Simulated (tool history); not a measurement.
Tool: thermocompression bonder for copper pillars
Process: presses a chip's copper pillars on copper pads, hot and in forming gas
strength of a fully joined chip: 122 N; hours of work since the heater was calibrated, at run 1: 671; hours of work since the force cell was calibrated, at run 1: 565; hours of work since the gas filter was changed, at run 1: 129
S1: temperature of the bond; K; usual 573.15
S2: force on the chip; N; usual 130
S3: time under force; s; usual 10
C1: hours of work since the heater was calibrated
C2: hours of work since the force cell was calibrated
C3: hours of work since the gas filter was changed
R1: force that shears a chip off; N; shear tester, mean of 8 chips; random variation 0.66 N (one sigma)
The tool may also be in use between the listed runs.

| run | day | S1 | S2 | S3 | C1 | C2 | C3 | R1 |
|---|---|---|---|---|---|---|---|---|
| 1 | 0 | 573.15 | 130 | 10 | 671 | 565 | 129 | 39 |
| 2 | 2.675 | 573.15 | 130 | 10 | 714 | 608 | 172 | 38.6 |
| 3 | 5.092 | 573.15 | 130 | 22 | 753 | 647 | 211 | 53 |
| 4 | 8.6 | 548.15 | 130 | 10 | 810 | 704 | 268 | 27.3 |
| 5 | 10.921 | 548.15 | 130 | 10 | 847 | 741 | 305 | 27.2 |
| 6 | 12.762 | 548.15 | 130 | 10 | 877 | 771 | 335 | 26.2 |
| 7 | 15.179 | 548.15 | 130 | 10 | 916 | 810 | 374 | 25.8 |
|  | 16.783 | heater calibrated with a thermocouple chip |
| 8 | 18.942 | 548.15 | 102 | 10 | 35 | 869 | 433 | 27.4 |
| 9 | 20.554 | 548.15 | 102 | 10 | 61 | 895 | 459 | 26.3 |
|  | 22.158 | forming gas filter changed |
| 10 | 22.892 | 548.15 | 102 | 10 | 98 | 932 | 12 | 29.2 |
| 11 | 24.771 | 548.15 | 102 | 10 | 129 | 963 | 42 | 26.5 |
| 12 | 28.571 | 548.15 | 102 | 10 | 190 | 1024 | 103 | 27.6 |
|  | 30.458 | force cell calibrated |
| 13 | 32.088 | 548.15 | 142 | 10 | 245 | 26 | 159 | 31.4 |
| 14 | 33.938 | 553.15 | 142 | 10 | 275 | 56 | 189 | 33.8 |
| 15 | 35.55 | 553.15 | 142 | 10 | 301 | 82 | 215 | 32.6 |
| 16 | 37.921 | 553.15 | 142 | 10 | 340 | 120 | 253 | 32.7 |
| 17 | 41.804 | 573.15 | 130 | 10 | 402 | 183 | 316 | 38.9 |
| 18 | 43.996 | 573.15 | 164 | 10 | 438 | 218 | 351 | 44.1 |
| 19 | 47.321 | 573.15 | 164 | 10 | 491 | 272 | 405 | 44.5 |
| 20 | 49.025 | 552.15 | 164 | 10 | 519 | 299 | 432 | 33.2 |
| 21 | 51.742 | 552.15 | 164 | 10 | 563 | 343 | 476 | 32.9 |
|  | 52.458 | forming gas filter changed |
| 22 | 55.2 | 573.15 | 112 | 19 | 618 | 399 | 44 | 47.2 |
| 23 | 57.933 | 573.15 | 112 | 19 | 662 | 443 | 88 | 45.1 |
| 24 | 61.467 | 573.15 | 112 | 19 | 719 | 500 | 145 | 45.8 |
| 25 | 64.362 | 573.15 | 112 | 19 | 766 | 546 | 192 | 45.5 |
| 26 | 67.846 | 582.15 | 161 | 22 | 822 | 603 | 248 | 63.9 |
| 27 | 70.571 | 582.15 | 161 | 22 | 866 | 647 | 292 | 61.6 |
| 28 | 73.362 | 555.15 | 130 | 27 | 911 | 692 | 337 | 42.4 |
|  | 75.179 | heater calibrated with a thermocouple chip |
| 29 | 76.275 | 555.15 | 130 | 27 | 18 | 737 | 383 | 50.7 |
| 30 | 78.017 | 587.15 | 115 | 18 | 46 | 765 | 411 | 57.5 |
| 31 | 80.35 | 550.15 | 120 | 18 | 83 | 803 | 449 | 38.5 |
|  | 82.721 | forming gas filter changed |
| 32 | 83.867 | 554.15 | 82 | 18 | 140 | 859 | 19 | 35 |
| 33 | 86.788 | 553.15 | 108 | 11 | 187 | 906 | 66 | 32.4 |
| 34 | 90.525 | 571.15 | 130 | 10 | 247 | 967 | 126 | 42.3 |
| 35 | 92.704 | 543.15 | 130 | 10 | 282 | 1002 | 161 | 27.9 |
| 36 | 95.388 | 543.15 | 130 | 10 | 326 | 1045 | 204 | 28.2 |
|  | 96.004 | force cell calibrated |
| 37 | 97.662 | 543.15 | 130 | 10 | 361 | 27 | 240 | 26.3 |
| 38 | 101.117 | 555.15 | 130 | 10 | 417 | 82 | 296 | 31.8 |

3 ways to go on from here, each from the tool as it stands after run 38. What would each give?
| A | 104.025 | 555.15 | 90 | 5 | 464 | 129 | 343 | ? |
| B | 104.025 | 555.15 | 130 | 13 | 464 | 129 | 343 | ? |
| C | 104.025 | 578.15 | 111 | 8 | 464 | 129 | 343 | ? |

| run | R1 |
|---|---|
| A | 18.2 |
| B | 33.9 |
| C | 33.6 |
Without the tool's hidden state the same runs would have given:
| run | R1 |
|---|---|
| A | 20.8 |
| B | 38.6 |
| C | 38 |
